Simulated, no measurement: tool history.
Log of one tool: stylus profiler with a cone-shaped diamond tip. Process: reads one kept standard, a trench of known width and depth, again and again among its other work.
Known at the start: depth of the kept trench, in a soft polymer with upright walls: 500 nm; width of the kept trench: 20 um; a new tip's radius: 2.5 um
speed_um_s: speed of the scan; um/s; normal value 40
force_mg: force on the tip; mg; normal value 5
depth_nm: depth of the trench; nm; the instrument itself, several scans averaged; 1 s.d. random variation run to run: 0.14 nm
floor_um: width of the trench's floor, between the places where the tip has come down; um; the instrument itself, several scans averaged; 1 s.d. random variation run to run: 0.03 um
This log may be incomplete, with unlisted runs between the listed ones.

run 1 day=0 | speed_um_s=40 force_mg=5 | depth_nm=513.97 floor_um=16.93
run 2 day=0.325 | speed_um_s=43 force_mg=5 | depth_nm=513.52 floor_um=16.86
run 3 day=1.046 | speed_um_s=40 force_mg=5 | depth_nm=513.87 floor_um=16.9
run 4 day=1.692 | speed_um_s=40 force_mg=5 | depth_nm=513.89 floor_um=16.89
run 5 day=2.062 | speed_um_s=40 force_mg=5 | depth_nm=514.04 floor_um=16.92
run 6 day=2.775 | speed_um_s=40 force_mg=5 | depth_nm=513.79 floor_um=16.86
run 7 day=3.375 | speed_um_s=57 force_mg=5 | depth_nm=513.69 floor_um=16.89
run 8 day=3.954 | speed_um_s=57 force_mg=5 | depth_nm=513.89 floor_um=16.82
run 9 day=4.696 | speed_um_s=40 force_mg=5 | depth_nm=513.69 floor_um=16.91
run 10 day=5.204 | speed_um_s=40 force_mg=5 | depth_nm=513.82 floor_um=16.89
run 11 day=5.633 | speed_um_s=40 force_mg=5 | depth_nm=513.75 floor_um=16.83
run 12 day=5.979 | speed_um_s=40 force_mg=5 | depth_nm=513.57 floor_um=16.88
run 13 day=6.35 | speed_um_s=40 force_mg=5 | depth_nm=513.85 floor_um=16.89
run 14 day=6.988 | speed_um_s=40 force_mg=5 | depth_nm=513.5 floor_um=16.93
run 15 day=7.654 | speed_um_s=40 force_mg=5 | depth_nm=513.93 floor_um=16.92
run 16 day=8.079 | speed_um_s=40 force_mg=5 | depth_nm=513.69 floor_um=16.9
run 17 day=8.55 | speed_um_s=40 force_mg=5 | depth_nm=513.88 floor_um=16.93
run 18 day=9.233 | speed_um_s=40 force_mg=5 | depth_nm=513.48 floor_um=16.89
run 19 day=10.008 | speed_um_s=40 force_mg=5 | depth_nm=513.55 floor_um=16.89
run 20 day=10.608 | speed_um_s=40 force_mg=5 | depth_nm=513.87 floor_um=16.92
run 21 day=11.042 | speed_um_s=40 force_mg=5 | depth_nm=513.61 floor_um=16.91
run 22 day=11.529 | speed_um_s=40 force_mg=5.12 | depth_nm=514.03 floor_um=16.9
run 23 day=11.992 | speed_um_s=40 force_mg=5.12 | depth_nm=514.44 floor_um=16.88
run 24 day=12.733 | speed_um_s=40 force_mg=5.12 | depth_nm=513.96 floor_um=16.87
run 25 day=13.2 | speed_um_s=40 force_mg=5.12 | depth_nm=513.98 floor_um=16.93
run 26 day=13.792 | speed_um_s=40 force_mg=2.21 | depth_nm=508.04 floor_um=16.84
run 27 day=14.204 | speed_um_s=40 force_mg=2.21 | depth_nm=507.97 floor_um=16.83
run 28 day=14.567 | speed_um_s=40 force_mg=1.92 | depth_nm=507.27 floor_um=16.84
run 29 day=15.346 | speed_um_s=37 force_mg=7.96 | depth_nm=518.74 floor_um=16.91
run 30 day=15.833 | speed_um_s=37 force_mg=7.96 | depth_nm=518.75 floor_um=16.89
run 31 day=16.533 | speed_um_s=37 force_mg=7.96 | depth_nm=518.64 floor_um=16.89
run 32 day=16.929 | speed_um_s=15 force_mg=4.61 | depth_nm=513.12 floor_um=16.99
run 33 day=17.654 | speed_um_s=15 force_mg=4.61 | depth_nm=512.79 floor_um=16.97
run 34 day=18.212 | speed_um_s=75 force_mg=6.97 | depth_nm=517.19 floor_um=16.81
run 35 day=18.792 | speed_um_s=91 force_mg=7.34 | depth_nm=517.6 floor_um=16.81
run 36 day=19.121 | speed_um_s=35 force_mg=4.75 | depth_nm=513.01 floor_um=16.93
run 37 day=19.458 | speed_um_s=12 force_mg=4.11 | depth_nm=512.4 floor_um=16.98
run 38 day=19.971 | speed_um_s=17 force_mg=2.46 | depth_nm=508.55 floor_um=16.91
run 39 day=20.471 | speed_um_s=11 force_mg=9.78 | depth_nm=521.62 floor_um=16.94
run 40 day=21.029 | speed_um_s=11 force_mg=9.78 | depth_nm=521.31 floor_um=16.96
run 41 day=21.808 | speed_um_s=16 force_mg=14.44 | depth_nm=527.98 floor_um=16.97
run 42 day=22.562 | speed_um_s=16 force_mg=6.05 | depth_nm=515.63 floor_um=16.96
run 43 day=23.242 | speed_um_s=16 force_mg=6.05 | depth_nm=515.8 floor_um=16.92
run 44 day=24.021 | speed_um_s=41 force_mg=2.37 | depth_nm=508.42 floor_um=16.84
run 45 day=24.392 | speed_um_s=11 force_mg=3.66 | depth_nm=511 floor_um=17.02
run 46 day=24.829 | speed_um_s=11 force_mg=3.66 | depth_nm=511.14 floor_um=16.95
run 47 day=25.512 | speed_um_s=40 force_mg=4.59 | depth_nm=512.93 floor_um=16.91

Here are 4 independent what-if runs from the current tool condition. What would each one return?
run A day=26.162 | speed_um_s=18 force_mg=14.46 | depth_nm=? floor_um=?
run B day=26.162 | speed_um_s=34 force_mg=3.97 | depth_nm=? floor_um=?
run C day=26.162 | speed_um_s=40 force_mg=11.81 | depth_nm=? floor_um=?
run D day=26.162 | speed_um_s=38 force_mg=12.62 | depth_nm=? floor_um=?

run=A depth_nm=527.84 floor_um=16.96
run=B depth_nm=511.6 floor_um=16.89
run=C depth_nm=524.42 floor_um=16.9
run=D depth_nm=525.44 floor_um=16.93
Without the tool's hidden state the same runs would have given:
run=A depth_nm=527.83 floor_um=16.97
run=B depth_nm=511.59 floor_um=16.89
run=C depth_nm=524.4 floor_um=16.91
run=D depth_nm=525.43 floor_um=16.93
